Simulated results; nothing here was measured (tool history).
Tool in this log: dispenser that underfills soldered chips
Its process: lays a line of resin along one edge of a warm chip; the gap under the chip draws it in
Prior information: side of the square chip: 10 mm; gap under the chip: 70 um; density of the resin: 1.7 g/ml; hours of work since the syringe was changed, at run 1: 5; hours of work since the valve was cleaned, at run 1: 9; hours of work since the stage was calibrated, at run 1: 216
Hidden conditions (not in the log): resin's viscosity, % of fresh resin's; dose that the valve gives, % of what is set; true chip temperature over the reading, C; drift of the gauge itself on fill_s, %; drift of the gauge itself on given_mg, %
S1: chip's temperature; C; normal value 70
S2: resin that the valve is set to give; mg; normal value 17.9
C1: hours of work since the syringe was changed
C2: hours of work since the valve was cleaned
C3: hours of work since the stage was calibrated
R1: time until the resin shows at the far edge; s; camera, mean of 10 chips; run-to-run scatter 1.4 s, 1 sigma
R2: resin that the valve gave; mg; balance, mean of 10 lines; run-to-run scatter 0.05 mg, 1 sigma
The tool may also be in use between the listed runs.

run	hour	S1	S2	C1	C2	C3	R1	R2
1	0	70	17.9	5	9	216	188.9	17.81
# hour 1.5: new syringe of resin
2	4.2	70	17.9	2	12	219	158.2	17.76
# hour 9.5: new syringe of resin
3	10.3	70	17.9	1	17	224	146.7	17.57
4	13.8	58	17.9	3	19	226	294.2	17.6
# hour 17.3: new syringe of resin
5	20	58	17.9	2	24	231	271.5	17.63
# hour 25.3: new syringe of resin
6	27	83	17.9	1	29	236	87.2	17.42
# hour 33.1: new syringe of resin
7	35.1	83	17.3	2	35	242	91.7	16.84
# hour 40.6: new syringe of resin
8	40.6	70	16.8	0	39	246	141.6	16.27
# hour 48.7: new syringe of resin
9	49.1	70	17.9	0	45	253	146.7	17.2
# hour 50.8: dispensing valve cleaned and set on the balance
10	54.2	70	21.1	3	3	256	172.5	20.99
# hour 57.5: new syringe of resin
11	61.2	59	17.9	3	8	261	273.8	17.8
# hour 65.4: new syringe of resin
12	68.7	63	17.9	3	13	267	234.5	17.9
# hour 72.9: new syringe of resin
13	73.4	70	17.9	0	17	270	147.1	17.69
14	76.7	70	20.2	3	19	273	166.4	19.89
# hour 80.8: new syringe of resin
15	81.2	70	20.2	0	23	276	141.2	19.82
16	84.9	60	20.2	3	25	279	261	19.77
# hour 88.6: new syringe of resin
17	92.8	61	17.9	3	31	285	260.9	17.51
# hour 96.1: new syringe of resin
18	97	76	18.8	1	34	288	116.4	18.31
19	102.8	76	18.8	5	39	292	152.3	18.29
# hour 103.8: new syringe of resin
# hour 111.3: new syringe of resin
20	111.3	58	16.8	0	45	298	259.6	16.15
# hour 113.6: dispensing valve cleaned and set on the balance
# hour 120.3: new syringe of resin
21	120.6	76	18.4	0	5	304	115.9	18.35
# hour 126.6: stage's temperature calibrated
22	127.2	80	17.8	5	10	0	115.2	17.64
# hour 129.1: new syringe of resin
23	133.2	80	22.1	3	14	5	104.7	21.94
# hour 137: new syringe of resin
24	140.8	62	19.4	3	20	11	224.3	19.03
# hour 144.7: new syringe of resin
25	145.5	70	21.9	1	23	14	133.8	21.51
# hour 152.3: new syringe of resin
26	152.3	70	18.4	0	28	19	130	17.9
27	158.6	70	18.4	5	33	24	178	17.96
# hour 160.1: new syringe of resin
28	167	75	20.7	5	39	30	148.9	20.05
# hour 167.7: new syringe of resin
29	173.6	70	16	5	44	35	181.9	15.31
# hour 175.2: new syringe of resin
# hour 177.4: dispensing valve cleaned and set on the balance
30	180.7	70	16	4	3	40	166.3	15.98
# hour 183.8: new syringe of resin
31	187.6	70	16	3	8	45	166.3	15.94
# hour 191.8: new syringe of resin
32	194.5	75	16.4	2	13	50	124.8	16.27
# hour 199.8: new syringe of resin
33	201.1	58	16.4	1	18	55	250.4	16.18
# hour 207.3: new syringe of resin
34	207.5	61	17.9	0	22	59	201	17.56

4 ways to go on from here, each from the tool as it stands after run 34. What would each give?
# hour 214.9: new syringe of resin
A	215.3	84	19.5	0	28	65	?	?
# hour 214.9: new syringe of resin
B	215.3	72	16.3	0	28	65	?	?
# hour 214.9: new syringe of resin
C	215.3	67	15.9	0	28	65	?	?
# hour 214.9: new syringe of resin
D	215.3	73	15.3	0	28	65	?	?

run	R1	R2
A	77.8	19.12
B	131.1	15.87
C	165.8	15.43
D	128.2	14.98
With no hidden state in the tool, these same runs would have given:
run	R1	R2
A	73.9	19.56
B	123.8	16.24
C	156.5	15.79
D	120.9	15.32
